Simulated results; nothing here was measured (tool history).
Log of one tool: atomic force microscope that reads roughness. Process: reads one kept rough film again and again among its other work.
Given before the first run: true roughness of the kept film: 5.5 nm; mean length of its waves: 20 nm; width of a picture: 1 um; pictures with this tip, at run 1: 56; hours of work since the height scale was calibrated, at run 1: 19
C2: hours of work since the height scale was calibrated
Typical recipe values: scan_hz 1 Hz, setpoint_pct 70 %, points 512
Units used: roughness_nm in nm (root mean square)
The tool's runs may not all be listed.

{"run": 1, "hour": 0.0, "scan_hz": 1, "setpoint_pct": 70, "points": 512, "pictures with this tip": 56, "C2": 19, "roughness_nm": 2.577}
{"run": 2, "hour": 8.1, "scan_hz": 1, "setpoint_pct": 70, "points": 512, "pictures with this tip": 63, "C2": 23, "roughness_nm": 2.483}
{"run": 3, "hour": 17.5, "scan_hz": 1, "setpoint_pct": 70, "points": 512, "pictures with this tip": 72, "C2": 27, "roughness_nm": 2.376}
{"run": 4, "hour": 27.9, "scan_hz": 1, "setpoint_pct": 70, "points": 512, "pictures with this tip": 82, "C2": 31, "roughness_nm": 2.253}
{"hour": 41.1, "done": "new tip fitted"}
{"run": 5, "hour": 41.2, "scan_hz": 1, "setpoint_pct": 70, "points": 512, "pictures with this tip": 0, "C2": 37, "roughness_nm": 3.73}
{"run": 6, "hour": 49.6, "scan_hz": 1, "setpoint_pct": 70, "points": 512, "pictures with this tip": 8, "C2": 41, "roughness_nm": 3.495}

Run 7 comes next. What will it give?
{"run": 7, "hour": 57.4, "scan_hz": 3.17, "setpoint_pct": 62, "points": 270, "pictures with this tip": 15, "C2": 44, "roughness_nm": "?"}

{"run 7": {"roughness_nm": 3.124}}
Were there no unlogged condition in the tool, this run, its random variation unchanged, would have produced roughness_nm 3.571 nm (root mean square).
